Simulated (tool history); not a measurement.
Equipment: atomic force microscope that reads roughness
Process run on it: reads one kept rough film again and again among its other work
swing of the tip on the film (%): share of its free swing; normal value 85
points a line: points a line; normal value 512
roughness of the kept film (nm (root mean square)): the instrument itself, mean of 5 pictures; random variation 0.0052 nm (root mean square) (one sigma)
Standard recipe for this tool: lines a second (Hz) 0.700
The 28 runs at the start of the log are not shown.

run,hour,lines a second (Hz),swing of the tip on the film (%),points a line,roughness of the kept film (nm (root mean square))
29,373.1,2.857,85,330,0.696
30,391.7,1.799,65,330,0.769
31,402.3,2.015,85,512,0.719
32,410.8,2.015,85,512,0.715
33,420.9,1.253,85,512,0.745
34,430.6,0.700,85,372,0.747
35,447.3,0.995,65,279,0.766
36,465.7,1.432,85,512,0.723
# hour 469.3: new tip fitted
37,478.2,1.198,67,512,0.819
38,492.2,0.943,72,856,0.814
39,501.5,1.540,60,271,0.794
40,510.6,3.485,79,550,0.727
41,519.9,3.485,79,550,0.726
42,529.3,3.105,85,512,0.697
43,548.0,0.700,73,512,0.796
44,555.8,0.536,56,730,0.816
45,572.5,0.536,56,730,0.815

What if the next run were any one of these 3? Each begins from the tool's condition after run 45:
A,583.5,1.392,56,850,?
B,583.5,0.536,82,341,?
C,583.5,0.579,76,262,?

run,roughness of the kept film (nm (root mean square))
A,0.794
B,0.784
C,0.765
Without the tool's unlogged condition, the same runs would have read:
run,roughness of the kept film (nm (root mean square))
A,0.837
B,0.827
C,0.807
